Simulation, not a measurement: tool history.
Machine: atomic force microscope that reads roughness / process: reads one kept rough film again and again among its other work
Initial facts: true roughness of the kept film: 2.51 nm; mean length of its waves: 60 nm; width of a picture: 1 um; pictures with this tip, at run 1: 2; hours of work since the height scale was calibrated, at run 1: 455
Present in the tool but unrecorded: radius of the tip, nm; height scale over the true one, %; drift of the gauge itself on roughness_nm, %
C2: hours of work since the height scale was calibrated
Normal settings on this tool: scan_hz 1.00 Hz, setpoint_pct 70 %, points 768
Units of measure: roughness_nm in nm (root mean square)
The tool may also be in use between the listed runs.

{"run": 1, "day": 0.0, "scan_hz": 1.0, "setpoint_pct": 70, "points": 768, "pictures with this tip": 2, "C2": 455, "roughness_nm": 2.397}
{"run": 2, "day": 1.754, "scan_hz": 1.0, "setpoint_pct": 70, "points": 768, "pictures with this tip": 52, "C2": 475, "roughness_nm": 2.261}
{"run": 3, "day": 2.829, "scan_hz": 1.0, "setpoint_pct": 70, "points": 768, "pictures with this tip": 83, "C2": 487, "roughness_nm": 2.201}
{"day": 3.379, "done": "new tip fitted"}
{"run": 4, "day": 4.467, "scan_hz": 1.0, "setpoint_pct": 70, "points": 768, "pictures with this tip": 31, "C2": 506, "roughness_nm": 2.338}
{"run": 5, "day": 5.667, "scan_hz": 2.1, "setpoint_pct": 70, "points": 768, "pictures with this tip": 66, "C2": 520, "roughness_nm": 2.226}
{"run": 6, "day": 6.667, "scan_hz": 0.77, "setpoint_pct": 70, "points": 768, "pictures with this tip": 95, "C2": 531, "roughness_nm": 2.195}
{"day": 6.792, "done": "new tip fitted"}
{"run": 7, "day": 7.946, "scan_hz": 1.0, "setpoint_pct": 70, "points": 768, "pictures with this tip": 33, "C2": 545, "roughness_nm": 2.324}
{"run": 8, "day": 9.588, "scan_hz": 1.0, "setpoint_pct": 70, "points": 768, "pictures with this tip": 80, "C2": 564, "roughness_nm": 2.205}
{"day": 10.171, "done": "new tip fitted"}
{"run": 9, "day": 10.904, "scan_hz": 1.0, "setpoint_pct": 70, "points": 768, "pictures with this tip": 21, "C2": 579, "roughness_nm": 2.347}
{"run": 10, "day": 12.267, "scan_hz": 1.0, "setpoint_pct": 70, "points": 768, "pictures with this tip": 60, "C2": 595, "roughness_nm": 2.258}
{"run": 11, "day": 13.338, "scan_hz": 1.0, "setpoint_pct": 70, "points": 768, "pictures with this tip": 91, "C2": 607, "roughness_nm": 2.178}
{"day": 13.562, "done": "new tip fitted"}
{"run": 12, "day": 14.975, "scan_hz": 1.0, "setpoint_pct": 70, "points": 768, "pictures with this tip": 41, "C2": 625, "roughness_nm": 2.297}
{"run": 13, "day": 16.45, "scan_hz": 1.0, "setpoint_pct": 70, "points": 768, "pictures with this tip": 83, "C2": 642, "roughness_nm": 2.196}
{"day": 16.912, "done": "new tip fitted"}
{"run": 14, "day": 17.742, "scan_hz": 1.0, "setpoint_pct": 70, "points": 768, "pictures with this tip": 24, "C2": 657, "roughness_nm": 2.345}
{"run": 15, "day": 18.596, "scan_hz": 1.0, "setpoint_pct": 70, "points": 768, "pictures with this tip": 48, "C2": 667, "roughness_nm": 2.299}
{"run": 16, "day": 19.554, "scan_hz": 1.0, "setpoint_pct": 70, "points": 1001, "pictures with this tip": 76, "C2": 678, "roughness_nm": 2.23}
{"day": 20.342, "done": "new tip fitted"}
{"run": 17, "day": 20.825, "scan_hz": 1.0, "setpoint_pct": 70, "points": 1001, "pictures with this tip": 14, "C2": 692, "roughness_nm": 2.357}
{"run": 18, "day": 22.579, "scan_hz": 1.0, "setpoint_pct": 70, "points": 1001, "pictures with this tip": 64, "C2": 712, "roughness_nm": 2.251}
{"run": 19, "day": 23.554, "scan_hz": 1.0, "setpoint_pct": 70, "points": 1001, "pictures with this tip": 92, "C2": 723, "roughness_nm": 2.192}
{"day": 23.854, "done": "new tip fitted"}
{"run": 20, "day": 24.9, "scan_hz": 1.0, "setpoint_pct": 71, "points": 768, "pictures with this tip": 30, "C2": 738, "roughness_nm": 2.322}
{"run": 21, "day": 25.842, "scan_hz": 1.0, "setpoint_pct": 71, "points": 475, "pictures with this tip": 57, "C2": 749, "roughness_nm": 2.262}
{"day": 27.212, "done": "new tip fitted"}
{"run": 22, "day": 27.35, "scan_hz": 1.0, "setpoint_pct": 71, "points": 475, "pictures with this tip": 4, "C2": 766, "roughness_nm": 2.377}
{"run": 23, "day": 28.438, "scan_hz": 1.0, "setpoint_pct": 71, "points": 475, "pictures with this tip": 35, "C2": 778, "roughness_nm": 2.325}
{"run": 24, "day": 29.496, "scan_hz": 1.0, "setpoint_pct": 71, "points": 847, "pictures with this tip": 66, "C2": 790, "roughness_nm": 2.237}
{"day": 30.708, "done": "new tip fitted"}
{"run": 25, "day": 31.229, "scan_hz": 1.0, "setpoint_pct": 71, "points": 847, "pictures with this tip": 15, "C2": 810, "roughness_nm": 2.36}
{"run": 26, "day": 32.283, "scan_hz": 1.0, "setpoint_pct": 66, "points": 768, "pictures with this tip": 45, "C2": 822, "roughness_nm": 2.309}
{"run": 27, "day": 33.767, "scan_hz": 1.0, "setpoint_pct": 66, "points": 768, "pictures with this tip": 88, "C2": 839, "roughness_nm": 2.199}
{"day": 34.167, "done": "new tip fitted"}
{"run": 28, "day": 35.35, "scan_hz": 1.0, "setpoint_pct": 66, "points": 768, "pictures with this tip": 34, "C2": 857, "roughness_nm": 2.323}
{"run": 29, "day": 37.0, "scan_hz": 3.03, "setpoint_pct": 56, "points": 663, "pictures with this tip": 81, "C2": 876, "roughness_nm": 2.173}
{"day": 37.604, "done": "new tip fitted"}
{"run": 30, "day": 38.121, "scan_hz": 3.03, "setpoint_pct": 82, "points": 663, "pictures with this tip": 15, "C2": 888, "roughness_nm": 2.198}
{"run": 31, "day": 39.233, "scan_hz": 3.03, "setpoint_pct": 82, "points": 663, "pictures with this tip": 47, "C2": 901, "roughness_nm": 2.107}
{"run": 32, "day": 40.146, "scan_hz": 1.0, "setpoint_pct": 80, "points": 346, "pictures with this tip": 73, "C2": 912, "roughness_nm": 2.192}
{"day": 40.975, "done": "new tip fitted"}
{"run": 33, "day": 41.104, "scan_hz": 0.93, "setpoint_pct": 80, "points": 764, "pictures with this tip": 4, "C2": 922, "roughness_nm": 2.379}
{"run": 34, "day": 42.804, "scan_hz": 0.95, "setpoint_pct": 70, "points": 992, "pictures with this tip": 53, "C2": 942, "roughness_nm": 2.277}
{"day": 44.342, "done": "new tip fitted"}
{"run": 35, "day": 44.371, "scan_hz": 1.0, "setpoint_pct": 70, "points": 266, "pictures with this tip": 1, "C2": 959, "roughness_nm": 2.402}
{"run": 36, "day": 46.112, "scan_hz": 0.62, "setpoint_pct": 70, "points": 1014, "pictures with this tip": 51, "C2": 979, "roughness_nm": 2.291}
{"day": 47.742, "done": "new tip fitted"}
{"run": 37, "day": 47.838, "scan_hz": 2.09, "setpoint_pct": 70, "points": 904, "pictures with this tip": 3, "C2": 999, "roughness_nm": 2.357}
{"run": 38, "day": 49.492, "scan_hz": 2.09, "setpoint_pct": 70, "points": 904, "pictures with this tip": 51, "C2": 1018, "roughness_nm": 2.229}
{"day": 51.154, "done": "new tip fitted"}
{"run": 39, "day": 51.154, "scan_hz": 2.09, "setpoint_pct": 70, "points": 904, "pictures with this tip": 0, "C2": 1036, "roughness_nm": 2.389}
{"run": 40, "day": 52.458, "scan_hz": 0.62, "setpoint_pct": 60, "points": 904, "pictures with this tip": 37, "C2": 1051, "roughness_nm": 2.352}
{"run": 41, "day": 53.458, "scan_hz": 1.0, "setpoint_pct": 65, "points": 768, "pictures with this tip": 66, "C2": 1063, "roughness_nm": 2.263}
{"day": 54.625, "done": "new tip fitted"}
{"run": 42, "day": 54.95, "scan_hz": 1.0, "setpoint_pct": 86, "points": 699, "pictures with this tip": 9, "C2": 1080, "roughness_nm": 2.35}
{"run": 43, "day": 56.296, "scan_hz": 3.81, "setpoint_pct": 61, "points": 622, "pictures with this tip": 48, "C2": 1095, "roughness_nm": 2.248}
{"day": 58.046, "done": "new tip fitted"}
{"run": 44, "day": 58.154, "scan_hz": 2.68, "setpoint_pct": 61, "points": 833, "pictures with this tip": 3, "C2": 1116, "roughness_nm": 2.388}
{"run": 45, "day": 59.283, "scan_hz": 2.68, "setpoint_pct": 61, "points": 275, "pictures with this tip": 35, "C2": 1129, "roughness_nm": 2.304}
{"run": 46, "day": 60.067, "scan_hz": 1.0, "setpoint_pct": 70, "points": 273, "pictures with this tip": 58, "C2": 1138, "roughness_nm": 2.273}
{"day": 61.454, "done": "new tip fitted"}
{"run": 47, "day": 61.454, "scan_hz": 1.0, "setpoint_pct": 70, "points": 853, "pictures with this tip": 0, "C2": 1153, "roughness_nm": 2.426}
{"run": 48, "day": 62.846, "scan_hz": 1.66, "setpoint_pct": 70, "points": 548, "pictures with this tip": 40, "C2": 1169, "roughness_nm": 2.279}
{"run": 49, "day": 63.812, "scan_hz": 1.66, "setpoint_pct": 70, "points": 548, "pictures with this tip": 68, "C2": 1180, "roughness_nm": 2.221}
{"day": 64.9, "done": "new tip fitted"}
{"run": 50, "day": 65.392, "scan_hz": 1.22, "setpoint_pct": 58, "points": 548, "pictures with this tip": 14, "C2": 1198, "roughness_nm": 2.393}
{"run": 51, "day": 66.379, "scan_hz": 0.97, "setpoint_pct": 70, "points": 839, "pictures with this tip": 42, "C2": 1210, "roughness_nm": 2.312}
{"run": 52, "day": 67.417, "scan_hz": 1.0, "setpoint_pct": 78, "points": 702, "pictures with this tip": 72, "C2": 1221, "roughness_nm": 2.199}

Across each entry between runs, compare the hidden state at the last listed run before it with the hidden state at the first listed run after it:
After run 3, before run 4: new tip fitted (day 3.379)
  radius of the tip, nm: 45.5 -> 21.5; height scale over the true one, %: 0.45 -> 0.47
  measured value less the no-hidden-state value, roughness_nm: -0.198 -> -0.061 nm (root mean square)
After run 6, before run 7: new tip fitted (day 6.792)
  radius of the tip, nm: 47.3 -> 23.8; height scale over the true one, %: 0.48 -> 0.5
  measured value less the no-hidden-state value, roughness_nm: -0.207 -> -0.074 nm (root mean square)
After run 8, before run 9: new tip fitted (day 10.171)
  radius of the tip, nm: 43.9 -> 19; height scale over the true one, %: 0.51 -> 0.52
  measured value less the no-hidden-state value, roughness_nm: -0.187 -> -0.044 nm (root mean square)
After run 11, before run 12: new tip fitted (day 13.562)
  radius of the tip, nm: 47.3 -> 27.5; height scale over the true one, %: 0.54 -> 0.56
  measured value less the no-hidden-state value, roughness_nm: -0.205 -> -0.094 nm (root mean square)
After run 13, before run 14: new tip fitted (day 16.912)
  radius of the tip, nm: 44.3 -> 20.3; height scale over the true one, %: 0.57 -> 0.58
  measured value less the no-hidden-state value, roughness_nm: -0.189 -> -0.050 nm (root mean square)
After run 16, before run 17: new tip fitted (day 20.342)
  radius of the tip, nm: 40.6 -> 15.4; height scale over the true one, %: 0.6 -> 0.61
  measured value less the no-hidden-state value, roughness_nm: -0.169 -> -0.019 nm (root mean square)
After run 19, before run 20: new tip fitted (day 23.854)
  radius of the tip, nm: 47.7 -> 22.1; height scale over the true one, %: 0.63 -> 0.65
  measured value less the no-hidden-state value, roughness_nm: -0.206 -> -0.060 nm (root mean square)
After run 21, before run 22: new tip fitted (day 27.212)
  radius of the tip, nm: 32.3 -> 11.7; height scale over the true one, %: 0.65 -> 0.67
  measured value less the no-hidden-state value, roughness_nm: -0.120 -> +0.005 nm (root mean square)
After run 24, before run 25: new tip fitted (day 30.708)
  radius of the tip, nm: 37.5 -> 16.9; height scale over the true one, %: 0.69 -> 0.7
  measured value less the no-hidden-state value, roughness_nm: -0.149 -> -0.026 nm (root mean square)
After run 27, before run 28: new tip fitted (day 34.167)
  radius of the tip, nm: 46.8 -> 25.8; height scale over the true one, %: 0.72 -> 0.74
  measured value less the no-hidden-state value, roughness_nm: -0.200 -> -0.080 nm (root mean square)
After run 29, before run 30: new tip fitted (day 37.604)
  radius of the tip, nm: 46.1 -> 15.8; height scale over the true one, %: 0.75 -> 0.76
  measured value less the no-hidden-state value, roughness_nm: -0.192 -> -0.017 nm (root mean square)
After run 32, before run 33: new tip fitted (day 40.975)
  radius of the tip, nm: 39.7 -> 11.8; height scale over the true one, %: 0.78 -> 0.79
  measured value less the no-hidden-state value, roughness_nm: -0.156 -> +0.007 nm (root mean square)
After run 34, before run 35: new tip fitted (day 44.342)
  radius of the tip, nm: 31.5 -> 10.5; height scale over the true one, %: 0.8 -> 0.82
  measured value less the no-hidden-state value, roughness_nm: -0.112 -> +0.016 nm (root mean square)
After run 36, before run 37: new tip fitted (day 47.742)
  radius of the tip, nm: 31.3 -> 11.5; height scale over the true one, %: 0.84 -> 0.85
  measured value less the no-hidden-state value, roughness_nm: -0.111 -> +0.011 nm (root mean square)
After run 38, before run 39: new tip fitted (day 51.154)
  radius of the tip, nm: 32.9 -> 10.7; height scale over the true one, %: 0.87 -> 0.88
  measured value less the no-hidden-state value, roughness_nm: -0.116 -> +0.016 nm (root mean square)
After run 41, before run 42: new tip fitted (day 54.625)
  radius of the tip, nm: 39.2 -> 14; height scale over the true one, %: 0.9 -> 0.92
  measured value less the no-hidden-state value, roughness_nm: -0.156 -> -0.003 nm (root mean square)
After run 43, before run 44: new tip fitted (day 58.046)
  radius of the tip, nm: 29.7 -> 11.1; height scale over the true one, %: 0.93 -> 0.95
  measured value less the no-hidden-state value, roughness_nm: -0.096 -> +0.016 nm (root mean square)
After run 46, before run 47: new tip fitted (day 61.454)
  radius of the tip, nm: 33.6 -> 10.2; height scale over the true one, %: 0.96 -> 0.98
  measured value less the no-hidden-state value, roughness_nm: -0.120 -> +0.022 nm (root mean square)
After run 49, before run 50: new tip fitted (day 64.900)
  radius of the tip, nm: 37.7 -> 17.1; height scale over the true one, %: 1 -> 1.01
  measured value less the no-hidden-state value, roughness_nm: -0.141 -> -0.021 nm (root mean square)
